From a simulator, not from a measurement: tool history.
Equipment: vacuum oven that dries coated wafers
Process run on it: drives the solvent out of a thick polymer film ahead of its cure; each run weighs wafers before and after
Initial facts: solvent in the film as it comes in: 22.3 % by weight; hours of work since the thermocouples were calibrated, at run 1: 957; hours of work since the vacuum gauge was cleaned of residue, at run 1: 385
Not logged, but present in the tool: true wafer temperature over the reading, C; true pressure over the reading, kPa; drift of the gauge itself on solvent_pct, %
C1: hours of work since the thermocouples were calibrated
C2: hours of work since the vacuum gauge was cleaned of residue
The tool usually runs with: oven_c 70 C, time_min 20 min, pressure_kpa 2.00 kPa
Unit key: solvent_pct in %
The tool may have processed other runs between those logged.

run 1 day=0.000 | oven_c=70 time_min=20 pressure_kpa=2.00 | C1=957 C2=385 | solvent_pct=4.17
run 2 day=0.767 | oven_c=70 time_min=20 pressure_kpa=2.00 | C1=971 C2=399 | solvent_pct=4.19
run 3 day=1.608 | oven_c=70 time_min=20 pressure_kpa=2.00 | C1=987 C2=415 | solvent_pct=4.10
-- day=2.392 oven's thermocouples calibrated
run 4 day=2.446 | oven_c=70 time_min=20 pressure_kpa=2.00 | C1=1 C2=429 | solvent_pct=4.32
run 5 day=3.129 | oven_c=70 time_min=20 pressure_kpa=2.00 | C1=14 C2=441 | solvent_pct=4.33
run 6 day=3.975 | oven_c=70 time_min=20 pressure_kpa=2.00 | C1=30 C2=457 | solvent_pct=4.31
run 7 day=4.500 | oven_c=70 time_min=20 pressure_kpa=2.00 | C1=39 C2=467 | solvent_pct=4.32
run 8 day=4.883 | oven_c=70 time_min=20 pressure_kpa=2.00 | C1=46 C2=474 | solvent_pct=4.31
run 9 day=5.421 | oven_c=70 time_min=20 pressure_kpa=2.00 | C1=56 C2=484 | solvent_pct=4.33
run 10 day=5.879 | oven_c=70 time_min=20 pressure_kpa=2.00 | C1=65 C2=493 | solvent_pct=4.35
run 11 day=6.229 | oven_c=70 time_min=20 pressure_kpa=2.00 | C1=71 C2=499 | solvent_pct=4.32
run 12 day=6.904 | oven_c=70 time_min=20 pressure_kpa=2.00 | C1=84 C2=512 | solvent_pct=4.29
run 13 day=7.583 | oven_c=70 time_min=20 pressure_kpa=2.00 | C1=97 C2=524 | solvent_pct=4.28
run 14 day=8.062 | oven_c=70 time_min=20 pressure_kpa=2.00 | C1=106 C2=533 | solvent_pct=4.37
run 15 day=8.412 | oven_c=70 time_min=20 pressure_kpa=2.00 | C1=112 C2=540 | solvent_pct=4.31
run 16 day=8.879 | oven_c=55 time_min=19 pressure_kpa=2.00 | C1=121 C2=548 | solvent_pct=11.23
run 17 day=9.292 | oven_c=79 time_min=29 pressure_kpa=2.00 | C1=129 C2=556 | solvent_pct=0.86
run 18 day=10.083 | oven_c=63 time_min=18 pressure_kpa=2.22 | C1=143 C2=571 | solvent_pct=8.18
run 19 day=10.479 | oven_c=60 time_min=13 pressure_kpa=2.22 | C1=151 C2=578 | solvent_pct=11.28
run 20 day=11.200 | oven_c=66 time_min=30 pressure_kpa=2.22 | C1=164 C2=592 | solvent_pct=3.80
run 21 day=11.762 | oven_c=83 time_min=20 pressure_kpa=2.00 | C1=175 C2=602 | solvent_pct=0.99
run 22 day=12.546 | oven_c=78 time_min=17 pressure_kpa=3.57 | C1=189 C2=617 | solvent_pct=2.79
run 23 day=13.304 | oven_c=78 time_min=17 pressure_kpa=3.57 | C1=203 C2=631 | solvent_pct=2.83
run 24 day=13.804 | oven_c=70 time_min=31 pressure_kpa=1.81 | C1=213 C2=640 | solvent_pct=2.20
run 25 day=14.621 | oven_c=85 time_min=25 pressure_kpa=5.87 | C1=228 C2=655 | solvent_pct=1.36
run 26 day=15.292 | oven_c=60 time_min=11 pressure_kpa=2.75 | C1=240 C2=668 | solvent_pct=12.32
run 27 day=15.833 | oven_c=60 time_min=11 pressure_kpa=2.75 | C1=250 C2=678 | solvent_pct=12.28
run 28 day=16.550 | oven_c=60 time_min=11 pressure_kpa=2.75 | C1=264 C2=691 | solvent_pct=12.32
run 29 day=17.092 | oven_c=65 time_min=15 pressure_kpa=1.32 | C1=274 C2=701 | solvent_pct=8.02
run 30 day=17.725 | oven_c=70 time_min=10 pressure_kpa=6.94 | C1=286 C2=713 | solvent_pct=9.80

A few steps of solvent_pct between consecutive runs. Split each: what settings, incoming material and random variation would produce without the hidden state, and what is left over for the hidden state, along with gauge scatter present in only one of the two compared results (measured, and without hidden state):
Run 3 -> 4: oven's thermocouples calibrated. solvent_pct +0.22 %: hidden state +0.19, all else +0.03.
Run 16 -> 17: oven_c 55 -> 79, time_min 19 -> 29. solvent_pct -10.37 %: hidden state +0.10, all else -10.47.
Run 17 -> 18: oven_c 79 -> 63, time_min 29 -> 18, pressure_kpa 2.00 -> 2.22. solvent_pct +7.32 %: hidden state -0.14, all else +7.46.
Run 19 -> 20: oven_c 60 -> 66, time_min 13 -> 30. solvent_pct -7.48 %: hidden state +0.03, all else -7.51.
Run 25 -> 26: oven_c 85 -> 60, time_min 25 -> 11, pressure_kpa 5.87 -> 2.75. solvent_pct +10.96 %: hidden state -0.12, all else +11.08.
